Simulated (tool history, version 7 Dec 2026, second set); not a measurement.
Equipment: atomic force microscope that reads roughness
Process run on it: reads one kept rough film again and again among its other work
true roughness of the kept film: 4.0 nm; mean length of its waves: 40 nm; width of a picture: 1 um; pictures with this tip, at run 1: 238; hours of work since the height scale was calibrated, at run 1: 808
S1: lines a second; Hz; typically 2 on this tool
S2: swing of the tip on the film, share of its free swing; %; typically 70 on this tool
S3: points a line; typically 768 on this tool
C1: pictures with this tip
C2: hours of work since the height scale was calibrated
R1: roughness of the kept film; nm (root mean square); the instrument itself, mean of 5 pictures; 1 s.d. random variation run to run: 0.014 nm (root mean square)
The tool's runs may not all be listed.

| run | hour | S1 | S2 | S3 | C1 | C2 | R1 |
|---|---|---|---|---|---|---|---|
| 1 | 0 | 2 | 70 | 768 | 238 | 808 | 2.736 |
| 2 | 45.2 | 1.03 | 70 | 768 | 295 | 828 | 2.702 |
| 3 | 67.8 | 2 | 70 | 768 | 324 | 838 | 2.57 |
| 4 | 98.9 | 2 | 70 | 768 | 363 | 852 | 2.498 |
|  | 109.9 | new tip fitted |
| 5 | 125.6 | 2 | 70 | 768 | 20 | 863 | 3.338 |
| 6 | 156.9 | 0.86 | 70 | 768 | 59 | 877 | 3.298 |
| 7 | 193.9 | 0.86 | 70 | 768 | 106 | 894 | 3.198 |
| 8 | 229.5 | 0.86 | 70 | 768 | 151 | 910 | 3.051 |
| 9 | 278.3 | 0.86 | 70 | 768 | 213 | 931 | 2.904 |
| 10 | 325.6 | 0.86 | 70 | 768 | 274 | 952 | 2.777 |
| 11 | 348.4 | 2 | 70 | 768 | 303 | 963 | 2.625 |
| 12 | 391.3 | 2 | 70 | 768 | 357 | 982 | 2.534 |
|  | 406.8 | new tip fitted |
| 13 | 439.6 | 3.63 | 70 | 768 | 42 | 1003 | 3.162 |
| 14 | 461.3 | 3.63 | 70 | 768 | 69 | 1013 | 3.081 |
| 15 | 509.7 | 3.63 | 70 | 1015 | 131 | 1034 | 2.943 |
|  | 513.6 | height scale calibrated on a step standard |
| 16 | 538.7 | 1.33 | 89 | 343 | 166 | 11 | 2.819 |
| 17 | 579.9 | 3.04 | 57 | 384 | 219 | 29 | 2.844 |
| 18 | 601.2 | 3.04 | 57 | 384 | 246 | 39 | 2.8 |

What will run 19 give?
|  | 629 | height scale calibrated on a step standard, once more |
| 19 | 637 | 1.77 | 64 | 703 | 290 | 4 | ? |

Run 19 yielded R1 2.754 nm (root mean square).
Take away the tool's hidden state, keep the run-to-run variation as it was, and the same run would have given R1 3.521 nm (root mean square).

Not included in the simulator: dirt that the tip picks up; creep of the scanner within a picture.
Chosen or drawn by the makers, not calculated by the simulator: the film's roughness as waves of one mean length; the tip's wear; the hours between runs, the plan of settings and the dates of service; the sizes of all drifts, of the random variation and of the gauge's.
